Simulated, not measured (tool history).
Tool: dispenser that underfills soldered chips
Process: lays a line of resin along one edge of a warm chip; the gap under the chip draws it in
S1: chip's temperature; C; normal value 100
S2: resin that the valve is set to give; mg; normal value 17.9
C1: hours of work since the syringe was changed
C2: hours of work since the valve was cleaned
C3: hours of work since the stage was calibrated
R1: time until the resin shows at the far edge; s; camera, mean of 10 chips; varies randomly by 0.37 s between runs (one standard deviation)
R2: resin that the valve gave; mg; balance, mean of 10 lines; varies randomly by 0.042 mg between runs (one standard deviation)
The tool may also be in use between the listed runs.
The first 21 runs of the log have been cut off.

run   hour   S1    S2  C1  C2   C3    R1     R2
      89.1  -- new syringe of resin
 22   91.1  113  18.8   1  96  161  16.6  17.86
 23   94.5  103  17.9   3  98  164  23.5  17.04
      97.7  -- dispensing valve cleaned and set on the balance
      99.2  -- new syringe of resin
 24  100.2  103  17.9   1   1  166  20.8  17.98
 25  103.3  109  21.4   3   3  168  18.9  21.41
     108.2  -- new syringe of resin
 26  108.7  109  21.4   0   6  171  17.6  21.32
 27  111.1  109  21.4   2   8  173  18.2   21.4
 28  116.4  109  21.4   5  11  176  22.1  21.28
     117.1  -- new syringe of resin
 29  119.3  109  21.4   1  13  178  18.2  21.28
 30  124.5  109  21.4   5  16  181  20.9  21.25
       126  -- new syringe of resin
 31  128.6   94  22.6   2  19  183  26.7  22.41
 32  131.6  114  21.8   4  20  185  17.5  21.58
     134.9  -- new syringe of resin
 33  134.9  104  15.5   0  22  187  20.2  15.33
 34  137.6   96  20.2   2  24  189  26.2  19.99
 35  141.4  105  18.3   4  26  191  23.1  18.06

Branching from run 35: 4 alternative next runs. What would each branch give?
     143.7  -- new syringe of resin
  A  146.4  111  22.4   2  29  194   ?   ?
     143.7  -- new syringe of resin
  B  146.4  105    19   2  29  194   ?   ?
     143.7  -- new syringe of resin
  C  146.4  105  22.7   2  29  194   ?   ?
     143.7  -- new syringe of resin
  D  146.4  107  17.6   2  29  194   ?   ?

run    R1     R2
  A  17.4  22.04
  B    20   18.7
  C    21  22.37
  D    20  17.31
What these runs would have given with no unlogged condition in the tool:
run    R1     R2
  A  15.4  22.38
  B  17.7  18.99
  C  18.7  22.71
  D  17.7  17.57

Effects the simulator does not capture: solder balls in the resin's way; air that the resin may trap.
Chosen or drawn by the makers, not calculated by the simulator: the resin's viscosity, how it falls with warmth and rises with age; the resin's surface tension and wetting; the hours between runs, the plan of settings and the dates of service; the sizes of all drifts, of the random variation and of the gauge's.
